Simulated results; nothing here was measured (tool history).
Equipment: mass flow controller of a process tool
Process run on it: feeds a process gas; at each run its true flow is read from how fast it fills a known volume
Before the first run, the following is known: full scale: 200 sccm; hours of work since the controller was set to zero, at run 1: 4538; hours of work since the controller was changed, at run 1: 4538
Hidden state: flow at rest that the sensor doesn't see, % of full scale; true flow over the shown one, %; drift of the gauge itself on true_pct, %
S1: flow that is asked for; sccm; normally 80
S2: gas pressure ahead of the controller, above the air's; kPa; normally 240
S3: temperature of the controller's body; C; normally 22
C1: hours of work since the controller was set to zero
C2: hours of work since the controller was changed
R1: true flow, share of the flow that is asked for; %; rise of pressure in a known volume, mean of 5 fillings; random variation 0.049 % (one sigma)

run,hour,S1,S2,S3,C1,C2,R1
1,0.0,80,240,22,4538,4538,97.99
2,58.8,80,240,22,4573,4573,97.93
3,131.8,61,240,22,4615,4615,97.90
4,231.4,61,240,22,4673,4673,97.87
5,337.9,61,179,22,4735,4735,97.84
6,395.2,61,179,22,4768,4768,97.79
7,489.6,33,240,27,4823,4823,98.56
8,609.8,33,240,27,4893,4893,98.57
9,700.9,105,199,22,4946,4946,98.08
10,795.8,162,206,32,5002,5002,99.15
11,915.1,162,163,21,5071,5071,98.63

What if the next run were any one of these 5? Each begins from the tool's condition after run 11:
A,984.1,87,174,20,5111,5111,?
B,984.1,80,181,32,5111,5111,?
C,984.1,23,243,36,5111,5111,?
D,984.1,105,160,21,5111,5111,?
E,984.1,25,240,22,5111,5111,?

run,R1
A,97.82
B,98.25
C,99.74
D,97.94
E,99.03
Had the tool no hidden state, the same runs would have come out as:
run,R1
A,97.97
B,98.32
C,97.61
D,98.22
E,97.15
